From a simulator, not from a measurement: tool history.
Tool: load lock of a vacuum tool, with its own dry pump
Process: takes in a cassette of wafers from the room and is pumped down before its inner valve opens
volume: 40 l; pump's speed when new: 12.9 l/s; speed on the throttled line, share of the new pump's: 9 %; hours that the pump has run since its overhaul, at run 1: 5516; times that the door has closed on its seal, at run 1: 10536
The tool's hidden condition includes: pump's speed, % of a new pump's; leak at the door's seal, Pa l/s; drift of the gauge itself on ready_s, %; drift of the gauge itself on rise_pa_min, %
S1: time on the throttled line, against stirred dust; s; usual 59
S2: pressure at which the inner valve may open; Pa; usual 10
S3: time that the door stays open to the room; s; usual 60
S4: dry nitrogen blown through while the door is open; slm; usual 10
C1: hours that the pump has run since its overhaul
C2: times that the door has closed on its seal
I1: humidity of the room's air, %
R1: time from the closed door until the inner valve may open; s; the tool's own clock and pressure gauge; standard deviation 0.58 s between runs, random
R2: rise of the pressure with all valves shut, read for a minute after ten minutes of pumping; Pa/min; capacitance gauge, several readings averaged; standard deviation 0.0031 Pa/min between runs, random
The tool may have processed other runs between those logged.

Run 1, day 0: usual settings; C1 5516; C2 10536; I1 48.6. Result: R1 87.9 s, R2 0.14 Pa/min.
Run 2, day 3.579: usual settings; C1 5602; C2 10813; I1 44.4. Result: R1 86.8 s, R2 0.141 Pa/min.
Run 3, day 7.129: usual settings; C1 5687; C2 11089; I1 45.3. Result: R1 87 s, R2 0.144 Pa/min.
Run 4, day 9.817: usual settings; C1 5752; C2 11297; I1 43.6. Result: R1 86.9 s, R2 0.139 Pa/min.
Run 5, day 12.05: usual settings but S2 9 Pa; C1 5805; C2 11470; I1 45.7. Result: R1 87.7 s, R2 0.146 Pa/min.
Run 6, day 14.875: usual settings but S2 19 Pa; C1 5873; C2 11689; I1 44.4. Result: R1 84.3 s, R2 0.157 Pa/min.
Run 7, day 18.925: usual settings but S2 19 Pa; C1 5970; C2 12003; I1 43.4. Result: R1 84.8 s, R2 0.137 Pa/min.
Run 8, day 21.396: usual settings but S2 19 Pa; C1 6030; C2 12194; I1 47.9. Result: R1 85.4 s, R2 0.162 Pa/min.
Run 9, day 24.471: usual settings but S2 19 Pa, S4 7 slm; C1 6103; C2 12433; I1 44.2. Result: R1 85.4 s, R2 0.163 Pa/min.
Run 10, day 28.183: usual settings but S2 19 Pa, S4 7 slm; C1 6193; C2 12721; I1 44.6. Result: R1 85 s, R2 0.165 Pa/min.
Run 11, day 32.158: usual settings; C1 6288; C2 13029; I1 44.9. Result: R1 87.2 s, R2 0.162 Pa/min.
Run 12, day 34.188: usual settings but S1 60 s; C1 6337; C2 13186; I1 47.2. Result: R1 89 s, R2 0.165 Pa/min.
Run 13, day 37.129: usual settings but S1 60 s; C1 6407; C2 13414; I1 46.2. Result: R1 89.4 s, R2 0.169 Pa/min.
Run 14, day 40.188: usual settings but S1 60 s; C1 6481; C2 13652; I1 41.7. Result: R1 88.3 s, R2 0.164 Pa/min.
Run 15, day 43.583: usual settings but S1 60 s, S2 7 Pa; C1 6562; C2 13915; I1 48. Result: R1 90 s, R2 0.174 Pa/min.
Run 16, day 45.379: usual settings but S1 60 s, S2 7 Pa; C1 6605; C2 14054; I1 42.1. Result: R1 89.8 s, R2 0.167 Pa/min.
Run 17, day 47.638: usual settings but S2 8 Pa; C1 6659; C2 14229; I1 44.8. Result: R1 89.2 s, R2 0.173 Pa/min.
Run 18, day 50.858: usual settings but S1 54 s, S2 8 Pa, S3 57 s; C1 6737; C2 14479; I1 46.6. Result: R1 83.8 s, R2 0.179 Pa/min.
Run 19, day 53.808: usual settings but S1 74 s, S2 15 Pa, S3 90 s, S4 8 slm; C1 6808; C2 14708; I1 41.6. Result: R1 99.1 s, R2 0.198 Pa/min.
Run 20, day 56.546: usual settings but S1 74 s, S2 15 Pa, S3 90 s, S4 8 slm; C1 6873; C2 14920; I1 47.3. Result: R1 100 s, R2 0.208 Pa/min.
Run 21, day 58.233: usual settings but S2 14 Pa, S3 89 s, S4 41 slm; C1 6914; C2 15051; I1 45.6. Result: R1 87.5 s, R2 0.166 Pa/min.
Run 22, day 60.942: usual settings but S1 48 s, S2 14 Pa, S3 89 s; C1 6979; C2 15261; I1 45.6. Result: R1 76.7 s, R2 0.205 Pa/min.
Run 23, day 63.483: usual settings but S1 55 s, S3 40 s, S4 20 slm; C1 7040; C2 15458; I1 46.5. Result: R1 85.2 s, R2 0.163 Pa/min.

For run 24, what comes out?
Run 24, day 65.367: usual settings but S1 45 s, S3 125 s, S4 43 slm; C1 7085; C2 15604; I1 48.7. Result: R1 ?, R2 ?.

{"run 24": {"R1": 75.9, "R2": 0.188}}
Minus the tool's unlogged condition, the same run would have read R1 70 s, R2 0.052 Pa/min.

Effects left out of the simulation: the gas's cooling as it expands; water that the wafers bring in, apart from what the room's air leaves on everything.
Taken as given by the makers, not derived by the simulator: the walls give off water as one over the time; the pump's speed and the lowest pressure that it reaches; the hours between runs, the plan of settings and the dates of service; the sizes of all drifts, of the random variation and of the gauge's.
